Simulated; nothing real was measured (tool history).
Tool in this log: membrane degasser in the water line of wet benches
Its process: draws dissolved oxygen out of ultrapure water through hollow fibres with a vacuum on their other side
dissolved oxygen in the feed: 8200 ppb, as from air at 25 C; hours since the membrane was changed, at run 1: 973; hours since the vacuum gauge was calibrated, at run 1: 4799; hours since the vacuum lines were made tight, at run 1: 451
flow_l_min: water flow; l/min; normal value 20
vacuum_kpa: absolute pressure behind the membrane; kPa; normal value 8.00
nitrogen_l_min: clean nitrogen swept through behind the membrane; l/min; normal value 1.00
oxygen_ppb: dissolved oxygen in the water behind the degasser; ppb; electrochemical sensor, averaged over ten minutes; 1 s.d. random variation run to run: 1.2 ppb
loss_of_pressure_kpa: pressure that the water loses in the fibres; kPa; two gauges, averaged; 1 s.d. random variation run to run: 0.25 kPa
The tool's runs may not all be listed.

run	day	flow_l_min	vacuum_kpa	nitrogen_l_min	hours since the membrane was changed	hours since the vacuum gauge was calibrated	hours since the vacuum lines were made tight	oxygen_ppb	loss_of_pressure_kpa
1	0.000	20	8.00	1.00	973	4799	451	229.5	66.97
2	1.758	20	8.00	1.00	1016	4841	494	230.9	66.88
3	3.617	20	8.00	1.00	1060	4886	538	230.9	67.16
4	5.925	20	8.00	1.00	1116	4941	594	229.1	67.17
5	7.492	20	8.00	1.00	1153	4979	631	229.5	67.68
6	9.608	20	12.04	1.00	1204	5030	682	399.6	67.14
7	11.250	16	9.42	0.62	1243	5069	721	353.0	53.95
8	13.171	15	5.69	1.00	1290	5115	767	99.5	50.30
9	15.546	15	5.69	1.00	1347	5172	824	98.5	50.05
10	16.992	15	5.69	1.00	1381	5207	859	99.6	50.42

For some of the steps in oxygen_ppb from one run to the next: how much would appear even if the tool had no hidden state, given the settings, what came in and random variation, and how much remains for the hidden state plus any gauge scatter that the measured result and the result without hidden state don't share?
What the log doesn't record here: membrane still open, %; true pressure behind the membrane over the reading, kPa; air that leaks in behind the membrane, l/min; drift of the gauge itself on oxygen_ppb, %; drift of the gauge itself on loss_of_pressure_kpa, %.
Run 7 -> 8: flow_l_min 16 -> 15, vacuum_kpa 9.42 -> 5.69, nitrogen_l_min 0.62 -> 1.00. oxygen_ppb -253.5 ppb: hidden state -4.9, all else -248.6.

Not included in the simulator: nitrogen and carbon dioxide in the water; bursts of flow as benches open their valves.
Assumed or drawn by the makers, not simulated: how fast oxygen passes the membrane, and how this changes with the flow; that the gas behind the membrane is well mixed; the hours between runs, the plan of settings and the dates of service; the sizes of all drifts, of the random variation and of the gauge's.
